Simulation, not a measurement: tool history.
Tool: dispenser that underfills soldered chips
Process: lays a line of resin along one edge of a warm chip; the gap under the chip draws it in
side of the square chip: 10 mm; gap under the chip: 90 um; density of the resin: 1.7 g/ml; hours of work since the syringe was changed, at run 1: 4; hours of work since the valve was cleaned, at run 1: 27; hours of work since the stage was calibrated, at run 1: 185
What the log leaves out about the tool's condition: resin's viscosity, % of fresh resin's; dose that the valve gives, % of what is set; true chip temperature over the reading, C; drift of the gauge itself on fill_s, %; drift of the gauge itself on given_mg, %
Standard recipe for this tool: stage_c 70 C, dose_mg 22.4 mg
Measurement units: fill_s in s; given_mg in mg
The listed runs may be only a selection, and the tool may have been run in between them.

run	hour	stage_c	dose_mg	hours of work since the syringe was changed	hours of work since the valve was cleaned	hours of work since the stage was calibrated	fill_s	given_mg
1	0.0	70	22.4	4	27	185	124.1	21.94
2	6.7	70	22.7	8	31	189	172.7	22.11
# hour 7.8: new syringe of resin
3	13.5	70	22.7	4	36	194	121.3	22.15
# hour 21.2: new syringe of resin
4	24.2	78	22.4	2	42	200	74.2	21.78
5	30.0	70	22.4	6	46	204	145.9	21.85
# hour 34.8: new syringe of resin
6	40.3	70	22.4	4	52	210	125.4	21.44
7	46.5	70	22.4	8	56	214	171.8	21.45
# hour 48.3: new syringe of resin
8	54.3	70	22.4	4	61	219	129.6	21.41
9	59.7	70	27.4	7	65	223	167.8	26.03
# hour 62.5: new syringe of resin
10	70.4	70	27.4	5	71	229	133.1	26.14
# hour 76.3: new syringe of resin
11	78.2	70	27.4	1	76	234	98.5	25.78
12	83.1	65	27.4	4	79	237	163.6	25.79
13	88.0	68	22.4	7	82	240	191.9	21.20
# hour 89.8: new syringe of resin
14	94.3	70	25.8	3	86	244	117.1	24.52
15	102.8	85	22.4	8	92	250	97.9	20.99
# hour 103.8: new syringe of resin
16	109.1	70	21.5	3	95	253	123.2	20.23
17	115.9	70	21.5	8	100	258	182.4	20.18
# hour 117.5: new syringe of resin
18	123.8	70	19.1	4	105	263	139.4	17.62
19	128.6	69	25.7	7	108	266	174.0	23.82
# hour 131.6: new syringe of resin
20	138.1	79	22.4	4	114	272	90.8	20.77
21	143.8	78	22.2	8	117	275	125.0	20.41
# hour 145.7: new syringe of resin
22	148.6	78	22.2	2	120	278	75.6	20.61
23	153.6	77	20.6	5	124	281	109.1	18.81
# hour 159.3: new syringe of resin
24	164.3	77	20.6	3	130	288	94.4	18.67
25	170.1	55	21.2	7	134	292	362.1	19.32
# hour 172.8: new syringe of resin
# hour 179.3: dispensing valve cleaned and set on the balance
26	180.9	70	27.0	5	1	298	133.6	26.91
# hour 187.5: new syringe of resin
27	189.8	83	25.1	2	7	303	59.0	25.07
28	200.4	83	25.1	8	13	310	103.0	24.95
# hour 201.6: new syringe of resin
29	211.1	83	25.1	6	20	317	84.5	24.55
# hour 215.5: new syringe of resin
30	221.7	84	24.0	4	27	324	69.5	23.69
# hour 229.6: new syringe of resin
31	230.5	70	24.1	1	32	329	100.6	23.61
32	238.5	77	22.1	6	37	334	111.7	21.42
# hour 243.0: new syringe of resin
33	245.4	70	20.2	2	41	338	113.4	19.56
# hour 256.4: new syringe of resin
34	256.8	74	28.7	0	49	345	80.5	27.86

Predict each of these 3 candidate next runs independently; none follows another, all start after run 34:
A	261.6	60	21.4	3	52	349	?	?
B	261.6	83	28.7	3	52	349	?	?
C	261.6	66	25.2	3	52	349	?	?

run	fill_s	given_mg
A	212.1	20.69
B	71.4	27.76
C	156.1	24.24
Take away the tool's hidden state, keep each run's random variation, and the runs would have read:
run	fill_s	given_mg
A	136.3	21.50
B	47.2	28.85
C	101.5	25.19
